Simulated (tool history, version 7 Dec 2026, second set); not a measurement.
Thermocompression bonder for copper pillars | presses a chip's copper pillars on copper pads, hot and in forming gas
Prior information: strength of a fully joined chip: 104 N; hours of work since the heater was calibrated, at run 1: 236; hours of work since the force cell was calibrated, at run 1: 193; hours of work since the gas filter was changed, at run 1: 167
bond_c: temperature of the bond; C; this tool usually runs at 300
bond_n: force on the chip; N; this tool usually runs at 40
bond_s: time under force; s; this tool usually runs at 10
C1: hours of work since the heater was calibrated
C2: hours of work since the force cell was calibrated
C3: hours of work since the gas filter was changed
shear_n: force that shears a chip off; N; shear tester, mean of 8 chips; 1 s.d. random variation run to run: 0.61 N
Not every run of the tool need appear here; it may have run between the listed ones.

{"run": 1, "hour": 0.0, "bond_c": 300, "bond_n": 40, "bond_s": 10, "C1": 236, "C2": 193, "C3": 167, "shear_n": 53.2}
{"run": 2, "hour": 40.3, "bond_c": 300, "bond_n": 40, "bond_s": 10, "C1": 260, "C2": 218, "C3": 192, "shear_n": 52.6}
{"run": 3, "hour": 90.2, "bond_c": 300, "bond_n": 40, "bond_s": 10, "C1": 290, "C2": 248, "C3": 222, "shear_n": 51.2}
{"hour": 107.8, "done": "forming gas filter changed"}
{"run": 4, "hour": 133.9, "bond_c": 300, "bond_n": 40, "bond_s": 10, "C1": 316, "C2": 274, "C3": 16, "shear_n": 57.2}
{"run": 5, "hour": 161.0, "bond_c": 300, "bond_n": 40, "bond_s": 10, "C1": 332, "C2": 290, "C3": 32, "shear_n": 57.4}
{"run": 6, "hour": 188.5, "bond_c": 300, "bond_n": 40, "bond_s": 10, "C1": 349, "C2": 307, "C3": 49, "shear_n": 55.6}
{"run": 7, "hour": 213.6, "bond_c": 300, "bond_n": 40, "bond_s": 10, "C1": 364, "C2": 322, "C3": 64, "shear_n": 55.1}
{"run": 8, "hour": 256.6, "bond_c": 300, "bond_n": 40, "bond_s": 9, "C1": 390, "C2": 348, "C3": 90, "shear_n": 53.4}
{"run": 9, "hour": 303.6, "bond_c": 311, "bond_n": 40, "bond_s": 15, "C1": 419, "C2": 376, "C3": 118, "shear_n": 67.7}
{"run": 10, "hour": 335.4, "bond_c": 289, "bond_n": 45, "bond_s": 12, "C1": 438, "C2": 396, "C3": 137, "shear_n": 57.0}

Run 11, settings as shown, results not yet in. Your forecast:
{"run": 11, "hour": 378.1, "bond_c": 289, "bond_n": 45, "bond_s": 12, "C1": 464, "C2": 421, "C3": 163, "shear_n": "?"}

Logged for run 11: shear_n 57.0 N.
Were there no unlogged condition in the tool, this run, its random variation unchanged, would have produced shear_n 61.9 N.
